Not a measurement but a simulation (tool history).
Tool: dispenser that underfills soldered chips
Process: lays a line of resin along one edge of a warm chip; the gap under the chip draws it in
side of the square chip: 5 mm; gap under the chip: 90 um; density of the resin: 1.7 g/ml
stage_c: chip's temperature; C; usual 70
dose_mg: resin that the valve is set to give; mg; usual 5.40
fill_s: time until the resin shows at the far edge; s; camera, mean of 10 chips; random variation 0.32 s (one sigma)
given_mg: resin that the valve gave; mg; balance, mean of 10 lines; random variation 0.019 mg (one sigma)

| run | hour | stage_c | dose_mg | fill_s | given_mg |
|---|---|---|---|---|---|
| 1 | 0.0 | 70 | 5.40 | 16.1 | 5.30 |
| 2 | 6.0 | 70 | 4.68 | 22.2 | 4.57 |
|  | 10.4 | dispensing valve cleaned and set on the balance |
|  | 12.6 | new syringe of resin |
| 3 | 17.2 | 70 | 6.67 | 13.5 | 6.64 |
| 4 | 27.6 | 70 | 6.67 | 23.1 | 6.65 |
|  | 32.0 | new syringe of resin |
| 5 | 34.3 | 70 | 6.67 | 11.3 | 6.63 |
| 6 | 47.0 | 70 | 6.67 | 22.3 | 6.61 |
|  | 50.5 | new syringe of resin |
| 7 | 54.8 | 70 | 6.67 | 11.8 | 6.57 |
| 8 | 65.6 | 70 | 5.40 | 22.3 | 5.29 |
|  | 69.7 | new syringe of resin |
| 9 | 76.8 | 70 | 5.17 | 15.3 | 5.04 |
|  | 88.4 | new syringe of resin |
| 10 | 89.2 | 70 | 5.17 | 10.7 | 5.06 |
| 11 | 98.0 | 70 | 5.40 | 17.7 | 5.26 |
|  | 102.3 | dispensing valve cleaned and set on the balance |
| 12 | 105.4 | 70 | 5.40 | 23.8 | 5.40 |
|  | 108.0 | new syringe of resin |
| 13 | 117.9 | 70 | 5.83 | 16.4 | 5.78 |
| 14 | 124.2 | 70 | 5.83 | 24.2 | 5.77 |
|  | 127.5 | new syringe of resin |
| 15 | 132.6 | 70 | 5.83 | 13.4 | 5.78 |
| 16 | 141.1 | 70 | 5.40 | 21.3 | 5.33 |
|  | 146.6 | new syringe of resin |
| 17 | 154.3 | 70 | 5.40 | 15.6 | 5.30 |
| 18 | 160.1 | 64 | 5.40 | 25.0 | 5.29 |
|  | 165.7 | new syringe of resin |
| 19 | 172.3 | 82 | 6.72 | 8.9 | 6.56 |
| 20 | 181.6 | 63 | 6.45 | 28.9 | 6.27 |
|  | 184.3 | new syringe of resin |
| 21 | 191.9 | 75 | 6.22 | 13.2 | 6.05 |
|  | 193.5 | dispensing valve cleaned and set on the balance |
| 22 | 203.4 | 73 | 5.81 | 24.1 | 5.76 |
|  | 204.7 | new syringe of resin |
| 23 | 212.4 | 73 | 5.81 | 14.1 | 5.79 |
| 24 | 218.2 | 61 | 6.57 | 28.0 | 6.49 |
|  | 223.6 | new syringe of resin |
| 25 | 226.8 | 61 | 6.57 | 16.1 | 6.48 |
| 26 | 238.4 | 57 | 6.70 | 33.4 | 6.60 |
|  | 243.0 | new syringe of resin |
| 27 | 245.0 | 57 | 6.68 | 17.5 | 6.53 |
| 28 | 255.5 | 57 | 6.68 | 29.4 | 6.57 |

Run 29 comes next. What will it give?
|  | 261.6 | new syringe of resin |
| 29 | 264.6 | 57 | 5.03 | ? | ? |

Run 29 gave fill_s 18.6 s, given_mg 4.90 mg.
Without the tool's hidden state the same run would have given fill_s 16.9 s, given_mg 5.02 mg.
